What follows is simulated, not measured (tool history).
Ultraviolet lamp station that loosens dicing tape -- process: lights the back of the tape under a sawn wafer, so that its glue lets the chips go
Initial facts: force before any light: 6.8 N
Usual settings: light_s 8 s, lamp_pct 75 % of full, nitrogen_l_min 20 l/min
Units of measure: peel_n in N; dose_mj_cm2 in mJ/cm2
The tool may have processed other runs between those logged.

run 1 hour=0 | light_s=8 lamp_pct=75 nitrogen_l_min=20 | peel_n=0.883 dose_mj_cm2=440
run 2 hour=9.1 | light_s=8 lamp_pct=75 nitrogen_l_min=20 | peel_n=0.937 dose_mj_cm2=433
-- hour=11.2 window cleaned of glue's vapour
run 3 hour=14.6 | light_s=5 lamp_pct=75 nitrogen_l_min=20 | peel_n=1.921 dose_mj_cm2=257
run 4 hour=19.5 | light_s=8 lamp_pct=75 nitrogen_l_min=20 | peel_n=1.007 dose_mj_cm2=409
run 5 hour=29.6 | light_s=8 lamp_pct=75 nitrogen_l_min=20 | peel_n=1.049 dose_mj_cm2=404
run 6 hour=37.1 | light_s=8 lamp_pct=75 nitrogen_l_min=20 | peel_n=1.054 dose_mj_cm2=401
run 7 hour=46.7 | light_s=12 lamp_pct=75 nitrogen_l_min=20 | peel_n=0.456 dose_mj_cm2=601
run 8 hour=54.9 | light_s=12 lamp_pct=75 nitrogen_l_min=20 | peel_n=0.483 dose_mj_cm2=602
-- hour=62.2 window cleaned of glue's vapour, once more
run 9 hour=65.8 | light_s=7 lamp_pct=75 nitrogen_l_min=20 | peel_n=0.972 dose_mj_cm2=411
run 10 hour=75.6 | light_s=8 lamp_pct=75 nitrogen_l_min=20 | peel_n=0.754 dose_mj_cm2=467
run 11 hour=85.8 | light_s=8 lamp_pct=75 nitrogen_l_min=20 | peel_n=0.813 dose_mj_cm2=468
run 12 hour=96.1 | light_s=8 lamp_pct=75 nitrogen_l_min=20 | peel_n=0.819 dose_mj_cm2=459
run 13 hour=105 | light_s=15 lamp_pct=67 nitrogen_l_min=8 | peel_n=0.6 dose_mj_cm2=784
run 14 hour=110 | light_s=6 lamp_pct=67 nitrogen_l_min=7 | peel_n=2.589 dose_mj_cm2=311
run 15 hour=116 | light_s=6 lamp_pct=67 nitrogen_l_min=7 | peel_n=2.584 dose_mj_cm2=311
run 16 hour=123.5 | light_s=6 lamp_pct=67 nitrogen_l_min=7 | peel_n=2.652 dose_mj_cm2=307
run 17 hour=133.7 | light_s=6 lamp_pct=67 nitrogen_l_min=7 | peel_n=2.573 dose_mj_cm2=312
run 18 hour=140.6 | light_s=13 lamp_pct=62 nitrogen_l_min=14 | peel_n=0.641 dose_mj_cm2=605
run 19 hour=147.4 | light_s=8 lamp_pct=75 nitrogen_l_min=17 | peel_n=0.901 dose_mj_cm2=460
run 20 hour=152.2 | light_s=6 lamp_pct=86 nitrogen_l_min=25 | peel_n=0.925 dose_mj_cm2=395
run 21 hour=157.5 | light_s=11 lamp_pct=86 nitrogen_l_min=25 | peel_n=0.284 dose_mj_cm2=714
run 22 hour=162.1 | light_s=8 lamp_pct=81 nitrogen_l_min=8 | peel_n=1.371 dose_mj_cm2=489
run 23 hour=171.6 | light_s=8 lamp_pct=76 nitrogen_l_min=37 | peel_n=0.499 dose_mj_cm2=463

Results for each run, recomputed without the tool's hidden state and with each run's random variation untouched:
The hidden state here: lamp's light, % of a new lamp's; light that the window lets through, % of a clean one's; drift of the gauge itself on peel_n, %; drift of the gauge itself on dose_mj_cm2, %.
run=1 peel_n=0.61 dose_mj_cm2=532
run=2 peel_n=0.648 dose_mj_cm2=526
run=3 peel_n=1.357 dose_mj_cm2=333
run=4 peel_n=0.614 dose_mj_cm2=531
run=5 peel_n=0.631 dose_mj_cm2=527
run=6 peel_n=0.63 dose_mj_cm2=526
run=7 peel_n=0.26 dose_mj_cm2=792
run=8 peel_n=0.271 dose_mj_cm2=795
run=9 peel_n=0.796 dose_mj_cm2=459
run=10 peel_n=0.603 dose_mj_cm2=523
run=11 peel_n=0.645 dose_mj_cm2=526
run=12 peel_n=0.646 dose_mj_cm2=519
run=13 peel_n=0.463 dose_mj_cm2=888
run=14 peel_n=2.279 dose_mj_cm2=353
run=15 peel_n=2.267 dose_mj_cm2=354
run=16 peel_n=2.323 dose_mj_cm2=350
run=17 peel_n=2.243 dose_mj_cm2=357
run=18 peel_n=0.481 dose_mj_cm2=696
run=19 peel_n=0.687 dose_mj_cm2=530
run=20 peel_n=0.704 dose_mj_cm2=455
run=21 peel_n=0.221 dose_mj_cm2=827
run=22 peel_n=1.082 dose_mj_cm2=567
run=23 peel_n=0.361 dose_mj_cm2=539

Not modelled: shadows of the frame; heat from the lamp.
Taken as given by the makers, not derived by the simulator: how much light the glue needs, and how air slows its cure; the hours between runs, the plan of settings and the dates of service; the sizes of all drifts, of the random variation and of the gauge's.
